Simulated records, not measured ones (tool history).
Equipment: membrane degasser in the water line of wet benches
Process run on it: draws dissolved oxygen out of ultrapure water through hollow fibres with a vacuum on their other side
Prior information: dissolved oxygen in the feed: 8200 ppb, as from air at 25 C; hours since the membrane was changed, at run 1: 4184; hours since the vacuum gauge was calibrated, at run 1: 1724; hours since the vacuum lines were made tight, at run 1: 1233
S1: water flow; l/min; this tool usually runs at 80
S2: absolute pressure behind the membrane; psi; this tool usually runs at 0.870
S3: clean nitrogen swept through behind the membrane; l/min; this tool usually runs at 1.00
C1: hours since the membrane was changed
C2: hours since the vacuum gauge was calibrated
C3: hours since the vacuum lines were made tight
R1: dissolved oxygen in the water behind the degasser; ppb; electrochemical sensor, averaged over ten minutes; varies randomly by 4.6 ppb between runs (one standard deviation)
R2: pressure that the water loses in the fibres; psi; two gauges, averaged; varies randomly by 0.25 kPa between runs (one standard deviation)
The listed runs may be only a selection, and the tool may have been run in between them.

run 1 hour=0.0 | S1=80 S2=0.870 S3=1.00 | C1=4184 C2=1724 C3=1233 | R1=486.1 R2=9.821
run 2 hour=152.5 | S1=80 S2=0.870 S3=1.00 | C1=4337 C2=1876 C3=1385 | R1=487.7 R2=9.791
run 3 hour=254.1 | S1=80 S2=0.870 S3=1.00 | C1=4438 C2=1978 C3=1487 | R1=500.5 R2=9.780
run 4 hour=417.8 | S1=80 S2=0.870 S3=1.00 | C1=4602 C2=2141 C3=1650 | R1=487.5 R2=9.773
run 5 hour=511.5 | S1=80 S2=0.583 S3=1.00 | C1=4696 C2=2235 C3=1744 | R1=247.7 R2=9.805
run 6 hour=624.3 | S1=80 S2=0.870 S3=1.00 | C1=4809 C2=2348 C3=1857 | R1=501.0 R2=9.855
run 7 hour=711.9 | S1=80 S2=0.870 S3=1.00 | C1=4896 C2=2435 C3=1944 | R1=500.4 R2=9.829
run 8 hour=807.7 | S1=122 S2=0.870 S3=1.00 | C1=4992 C2=2531 C3=2040 | R1=759.9 R2=14.936
run 9 hour=970.6 | S1=80 S2=0.870 S3=2.02 | C1=5155 C2=2694 C3=2203 | R1=345.2 R2=9.758
run 10 hour=1088.6 | S1=80 S2=0.870 S3=1.00 | C1=5273 C2=2812 C3=2321 | R1=496.5 R2=9.863
run 11 hour=1164.8 | S1=80 S2=0.870 S3=1.00 | C1=5349 C2=2888 C3=2397 | R1=496.9 R2=9.784
run 12 hour=1315.4 | S1=80 S2=0.870 S3=1.00 | C1=5500 C2=3039 C3=2548 | R1=500.7 R2=9.900
run 13 hour=1399.5 | S1=80 S2=0.870 S3=1.71 | C1=5584 C2=3123 C3=2632 | R1=380.2 R2=9.831
run 14 hour=1560.3 | S1=80 S2=0.870 S3=2.62 | C1=5745 C2=3284 C3=2793 | R1=319.8 R2=9.800
run 15 hour=1719.8 | S1=80 S2=0.870 S3=2.62 | C1=5904 C2=3443 C3=2952 | R1=312.9 R2=9.870
run 16 hour=1792.9 | S1=80 S2=0.870 S3=2.62 | C1=5977 C2=3516 C3=3025 | R1=313.8 R2=9.877
run 17 hour=1874.4 | S1=80 S2=1.447 S3=1.36 | C1=6059 C2=3598 C3=3107 | R1=814.7 R2=9.932
run 18 hour=1973.2 | S1=80 S2=0.882 S3=2.15 | C1=6158 C2=3697 C3=3206 | R1=354.7 R2=9.932
run 19 hour=2122.5 | S1=80 S2=0.882 S3=2.15 | C1=6307 C2=3846 C3=3355 | R1=350.6 R2=9.887
run 20 hour=2215.1 | S1=80 S2=1.601 S3=0.55 | C1=6399 C2=3939 C3=3448 | R1=1489.5 R2=9.941
run 21 hour=2360.1 | S1=91 S2=1.601 S3=0.55 | C1=6544 C2=4084 C3=3593 | R1=1600.0 R2=11.285
run 22 hour=2500.3 | S1=80 S2=0.870 S3=0.73 | C1=6685 C2=4224 C3=3733 | R1=601.0 R2=9.957
run 23 hour=2666.1 | S1=65 S2=2.164 S3=1.18 | C1=6850 C2=4390 C3=3899 | R1=1165.3 R2=8.131
run 24 hour=2824.3 | S1=59 S2=2.164 S3=1.18 | C1=7009 C2=4548 C3=4057 | R1=1081.7 R2=7.406
run 25 hour=2903.3 | S1=82 S2=1.133 S3=0.59 | C1=7088 C2=4627 C3=4136 | R1=987.5 R2=10.218
run 26 hour=2983.8 | S1=82 S2=1.133 S3=0.59 | C1=7168 C2=4707 C3=4216 | R1=981.4 R2=10.286
run 27 hour=3110.6 | S1=82 S2=0.830 S3=2.10 | C1=7295 C2=4834 C3=4343 | R1=361.3 R2=10.266
run 28 hour=3242.9 | S1=80 S2=0.602 S3=1.00 | C1=7427 C2=4966 C3=4475 | R1=298.8 R2=10.044
run 29 hour=3379.0 | S1=123 S2=0.827 S3=1.98 | C1=7563 C2=5103 C3=4612 | R1=615.3 R2=15.386
run 30 hour=3535.5 | S1=123 S2=0.827 S3=1.98 | C1=7720 C2=5259 C3=4768 | R1=614.5 R2=15.349
run 31 hour=3630.3 | S1=123 S2=0.593 S3=1.71 | C1=7815 C2=5354 C3=4863 | R1=469.0 R2=15.520

How would selected steps in R1 from run to run divide? Give the signed amount a tool lacking its hidden state would still show from settings, what came in and random variation, and the signed amount left for the hidden state, including any gauge scatter that is not in both of the compared results.
Unlogged tool condition in this case: membrane still open, %; true pressure behind the membrane over the reading, kPa; air that leaks in behind the membrane, l/min; drift of the gauge itself on oxygen_ppb, %; drift of the gauge itself on loss_of_pressure_kpa, %.
Run 8 -> 9: S1 122 -> 80, S3 1.00 -> 2.02. R1 -414.7 ppb: hidden state -25.3, all else -389.4.
Run 19 -> 20: S2 0.882 -> 1.601, S3 2.15 -> 0.55. R1 +1138.9 ppb: hidden state +10.4, all else +1128.5.
Run 21 -> 22: S1 91 -> 80, S2 1.601 -> 0.870, S3 0.55 -> 0.73. R1 -999.0 ppb: hidden state +3.2, all else -1002.2.
Run 22 -> 23: S1 80 -> 65, S2 0.870 -> 2.164, S3 0.73 -> 1.18. R1 +564.3 ppb: hidden state -26.0, all else +590.3.
Run 24 -> 25: S1 59 -> 82, S2 2.164 -> 1.133, S3 1.18 -> 0.59. R1 -94.2 ppb: hidden state +36.0, all else -130.2.
Run 26 -> 27: S2 1.133 -> 0.830, S3 0.59 -> 2.10. R1 -620.1 ppb: hidden state -16.7, all else -603.4.
